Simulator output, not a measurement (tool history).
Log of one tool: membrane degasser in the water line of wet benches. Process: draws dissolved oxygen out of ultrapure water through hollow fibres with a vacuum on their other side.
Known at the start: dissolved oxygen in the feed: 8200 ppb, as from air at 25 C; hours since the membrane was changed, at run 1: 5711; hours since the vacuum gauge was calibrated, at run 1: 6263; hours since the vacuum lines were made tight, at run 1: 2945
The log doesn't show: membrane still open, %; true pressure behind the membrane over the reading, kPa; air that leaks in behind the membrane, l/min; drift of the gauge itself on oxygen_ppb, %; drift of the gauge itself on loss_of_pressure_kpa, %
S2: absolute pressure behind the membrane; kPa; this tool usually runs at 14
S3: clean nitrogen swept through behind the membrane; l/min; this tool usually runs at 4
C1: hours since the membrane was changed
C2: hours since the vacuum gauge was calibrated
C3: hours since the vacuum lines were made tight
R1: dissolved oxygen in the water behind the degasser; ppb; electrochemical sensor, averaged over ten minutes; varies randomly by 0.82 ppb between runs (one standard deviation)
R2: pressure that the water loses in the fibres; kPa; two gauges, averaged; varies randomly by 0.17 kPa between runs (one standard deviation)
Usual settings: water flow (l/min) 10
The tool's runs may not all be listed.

Run 1, hour 0: usual settings; C1 5711; C2 6263; C3 2945. Result: R1 91.9 ppb, R2 29.26 kPa.
Run 2, hour 199.3: usual settings but S3 2.35 l/min; C1 5910; C2 6463; C3 3144. Result: R1 140.6 ppb, R2 28.97 kPa.
Run 3, hour 295.8: usual settings but S3 2.85 l/min; C1 6006; C2 6559; C3 3240. Result: R1 121 ppb, R2 29.09 kPa.
Run 4, hour 495.8: usual settings; C1 6206; C2 6759; C3 3440. Result: R1 96 ppb, R2 29.3 kPa.
At hour 646.7: seals of the vacuum lines changed.
Run 5, hour 679.2: usual settings; C1 6388; C2 6941; C3 33. Result: R1 92.3 ppb, R2 29.43 kPa.
Run 6, hour 828.2: usual settings but water flow (l/min) 8, S3 4.33 l/min; C1 6537; C2 7090; C3 182. Result: R1 62.9 ppb, R2 23.65 kPa.
Run 7, hour 1047: usual settings but water flow (l/min) 8, S3 4.33 l/min; C1 6756; C2 7309; C3 400. Result: R1 63.4 ppb, R2 23.68 kPa.
Run 8, hour 1201.7: usual settings but S2 11.1 kPa; C1 6910; C2 7463; C3 555. Result: R1 75.9 ppb, R2 29.55 kPa.
Run 9, hour 1362: usual settings but S2 11.1 kPa; C1 7071; C2 7624; C3 715. Result: R1 76.2 ppb, R2 29.82 kPa.
Run 10, hour 1588.1: usual settings but S2 11.1 kPa, S3 4.97 l/min; C1 7297; C2 7850; C3 941. Result: R1 66.6 ppb, R2 29.74 kPa.

How would selected steps in R1 from run to run divide? Give the signed amount a tool lacking its hidden state would still show from settings, what came in and random variation, and the signed amount left for the hidden state, including any gauge scatter that is not in both of the compared results.
Run 1 -> 2: S3 4 -> 2.35. R1 +48.7 ppb: hidden state +5.1, all else +43.6.
Run 7 -> 8: water flow (l/min) 8 -> 10, S2 14 -> 11.1, S3 4.33 -> 4. R1 +12.5 ppb: hidden state +7, all else +5.5.
